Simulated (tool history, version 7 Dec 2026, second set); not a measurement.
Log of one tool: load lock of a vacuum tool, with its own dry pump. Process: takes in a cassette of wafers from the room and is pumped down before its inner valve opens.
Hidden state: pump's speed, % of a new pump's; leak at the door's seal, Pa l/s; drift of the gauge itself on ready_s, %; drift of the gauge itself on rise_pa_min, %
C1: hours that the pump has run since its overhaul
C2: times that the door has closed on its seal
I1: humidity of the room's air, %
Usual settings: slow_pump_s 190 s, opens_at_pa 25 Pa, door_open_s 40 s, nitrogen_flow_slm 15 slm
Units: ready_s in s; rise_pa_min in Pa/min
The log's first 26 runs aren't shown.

Run 27, day 378.604: usual settings but slow_pump_s 102 s, opens_at_pa 26 Pa, door_open_s 66 s, nitrogen_flow_slm 8 slm; C1 13062; C2 22642; I1 44.8. Result: ready_s 249.3 s, rise_pa_min 0.117 Pa/min.
At day 387.467: dry pump taken out, an overhauled one fitted.
Run 28, day 391.8: usual settings but slow_pump_s 286 s, opens_at_pa 26 Pa, door_open_s 149 s, nitrogen_flow_slm 8 slm; C1 104; C2 23319; I1 43.9. Result: ready_s 376.6 s, rise_pa_min 0.134 Pa/min.
Run 29, day 406.725: usual settings but slow_pump_s 286 s, opens_at_pa 26 Pa, door_open_s 149 s, nitrogen_flow_slm 8 slm; C1 462; C2 24100; I1 45.2. Result: ready_s 377 s, rise_pa_min 0.145 Pa/min.
Run 30, day 425.346: usual settings but slow_pump_s 286 s, opens_at_pa 26 Pa, door_open_s 149 s, nitrogen_flow_slm 8 slm; C1 909; C2 25074; I1 45. Result: ready_s 376.2 s, rise_pa_min 0.153 Pa/min.
Run 31, day 434.496: usual settings but slow_pump_s 289 s, opens_at_pa 26 Pa, door_open_s 149 s, nitrogen_flow_slm 11 slm; C1 1129; C2 25553; I1 45. Result: ready_s 378.4 s, rise_pa_min 0.15 Pa/min.
Run 32, day 443.029: usual settings but opens_at_pa 22 Pa, door_open_s 27 s; C1 1334; C2 25999; I1 46.7. Result: ready_s 296.2 s, rise_pa_min 0.139 Pa/min.
Run 33, day 454.458: usual settings but door_open_s 44 s, nitrogen_flow_slm 7 slm; C1 1608; C2 26597; I1 48.2. Result: ready_s 296.2 s, rise_pa_min 0.148 Pa/min.
Run 34, day 463.533: usual settings but opens_at_pa 37 Pa, door_open_s 64 s, nitrogen_flow_slm 5 slm; C1 1826; C2 27071; I1 42.6. Result: ready_s 290.5 s, rise_pa_min 0.157 Pa/min.
Run 35, day 480.917: usual settings but opens_at_pa 37 Pa, door_open_s 54 s, nitrogen_flow_slm 5 slm; C1 2243; C2 27981; I1 44.7. Result: ready_s 288.8 s, rise_pa_min 0.156 Pa/min.
Run 36, day 491.621: usual settings but slow_pump_s 140 s, door_open_s 38 s; C1 2500; C2 28541; I1 43.9. Result: ready_s 256.8 s, rise_pa_min 0.151 Pa/min.

Forecast each of these 4 alternatives for the next run:
Run A, day 502.675: usual settings but nitrogen_flow_slm 16 slm; C1 2765; C2 29119; I1 42.4. Result: ready_s ?, rise_pa_min ?.
Run B, day 502.675: usual settings but slow_pump_s 127 s, nitrogen_flow_slm 8 slm; C1 2765; C2 29119; I1 42.5. Result: ready_s ?, rise_pa_min ?.
Run C, day 502.675: usual settings but slow_pump_s 272 s, door_open_s 69 s; C1 2765; C2 29119; I1 45.3. Result: ready_s ?, rise_pa_min ?.
Run D, day 502.675: usual settings but slow_pump_s 140 s, door_open_s 70 s, nitrogen_flow_slm 27 slm; C1 2765; C2 29119; I1 46.1. Result: ready_s ?, rise_pa_min ?.

run  ready_s  rise_pa_min
  A    299.1        0.153
  B    246.1        0.166
  C    364.5        0.163
  D    255.1        0.156
Without the tool's hidden state the same runs would have given:
run  ready_s  rise_pa_min
  A    297.3        0.012
  B    244.1        0.019
  C    362.9        0.017
  D    253.1         0.01
